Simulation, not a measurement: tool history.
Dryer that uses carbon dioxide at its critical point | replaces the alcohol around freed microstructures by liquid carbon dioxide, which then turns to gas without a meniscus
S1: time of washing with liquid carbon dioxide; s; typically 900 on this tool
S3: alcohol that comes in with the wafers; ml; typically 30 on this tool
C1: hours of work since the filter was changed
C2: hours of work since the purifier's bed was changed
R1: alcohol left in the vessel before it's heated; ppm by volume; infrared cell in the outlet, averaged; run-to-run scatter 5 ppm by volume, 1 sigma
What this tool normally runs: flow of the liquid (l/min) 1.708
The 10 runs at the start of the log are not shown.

run 11 hour=74.7 | S1=900 flow_of_the_liquid_(l/min)=1.100 S3=30 | C1=196 C2=123 | R1=195
run 12 hour=80.9 | S1=900 flow_of_the_liquid_(l/min)=1.100 S3=30 | C1=200 C2=127 | R1=216
run 13 hour=89.3 | S1=900 flow_of_the_liquid_(l/min)=1.100 S3=30 | C1=204 C2=132 | R1=203
run 14 hour=94.6 | S1=900 flow_of_the_liquid_(l/min)=1.100 S3=30 | C1=208 C2=135 | R1=214
run 15 hour=101.4 | S1=900 flow_of_the_liquid_(l/min)=1.100 S3=30 | C1=212 C2=139 | R1=209
run 16 hour=105.7 | S1=900 flow_of_the_liquid_(l/min)=1.100 S3=30 | C1=214 C2=142 | R1=211
run 17 hour=113.3 | S1=900 flow_of_the_liquid_(l/min)=1.100 S3=71 | C1=219 C2=146 | R1=476
run 18 hour=118.1 | S1=1260 flow_of_the_liquid_(l/min)=1.708 S3=30 | C1=222 C2=149 | R1=32
run 19 hour=127.3 | S1=1260 flow_of_the_liquid_(l/min)=1.708 S3=30 | C1=227 C2=154 | R1=32
run 20 hour=135.5 | S1=1260 flow_of_the_liquid_(l/min)=1.708 S3=30 | C1=232 C2=159 | R1=24
run 21 hour=145.6 | S1=900 flow_of_the_liquid_(l/min)=2.390 S3=30 | C1=238 C2=165 | R1=47
run 22 hour=149.8 | S1=600 flow_of_the_liquid_(l/min)=2.140 S3=30 | C1=240 C2=168 | R1=101
run 23 hour=155.6 | S1=1320 flow_of_the_liquid_(l/min)=2.140 S3=30 | C1=244 C2=171 | R1=36
run 24 hour=164.9 | S1=1380 flow_of_the_liquid_(l/min)=1.760 S3=78 | C1=249 C2=177 | R1=47
run 25 hour=172.8 | S1=780 flow_of_the_liquid_(l/min)=1.480 S3=73 | C1=254 C2=181 | R1=316
run 26 hour=179.6 | S1=600 flow_of_the_liquid_(l/min)=1.130 S3=42 | C1=258 C2=185 | R1=921
run 27 hour=188.6 | S1=900 flow_of_the_liquid_(l/min)=1.820 S3=71 | C1=263 C2=191 | R1=89
run 28 hour=193.8 | S1=1140 flow_of_the_liquid_(l/min)=1.220 S3=27 | C1=266 C2=194 | R1=72
run 29 hour=201.4 | S1=1260 flow_of_the_liquid_(l/min)=1.590 S3=27 | C1=271 C2=198 | R1=38
run 30 hour=211.3 | S1=1200 flow_of_the_liquid_(l/min)=1.708 S3=30 | C1=277 C2=204 | R1=44
run 31 hour=220.3 | S1=1200 flow_of_the_liquid_(l/min)=1.708 S3=27 | C1=282 C2=210 | R1=42
run 32 hour=227.6 | S1=1200 flow_of_the_liquid_(l/min)=1.708 S3=27 | C1=286 C2=214 | R1=49
run 33 hour=234.0 | S1=1200 flow_of_the_liquid_(l/min)=1.708 S3=27 | C1=290 C2=218 | R1=43
run 34 hour=241.8 | S1=1380 flow_of_the_liquid_(l/min)=1.708 S3=37 | C1=295 C2=222 | R1=49
run 35 hour=248.8 | S1=780 flow_of_the_liquid_(l/min)=2.140 S3=53 | C1=299 C2=226 | R1=79

Alternative continuations, all from the tool just after run 35; predict every row:
run A hour=254.0 | S1=1140 flow_of_the_liquid_(l/min)=2.140 S3=39 | C1=302 C2=229 | R1=?
run B hour=254.0 | S1=900 flow_of_the_liquid_(l/min)=1.708 S3=86 | C1=302 C2=229 | R1=?
run C hour=254.0 | S1=1020 flow_of_the_liquid_(l/min)=2.760 S3=66 | C1=302 C2=229 | R1=?
run D hour=254.0 | S1=1200 flow_of_the_liquid_(l/min)=1.708 S3=105 | C1=302 C2=229 | R1=?

run=A R1=51
run=B R1=127
run=C R1=37
run=D R1=62
Without the tool's unlogged condition, the same runs would have read:
run=A R1=14
run=B R1=56
run=C R1=1
run=D R1=17
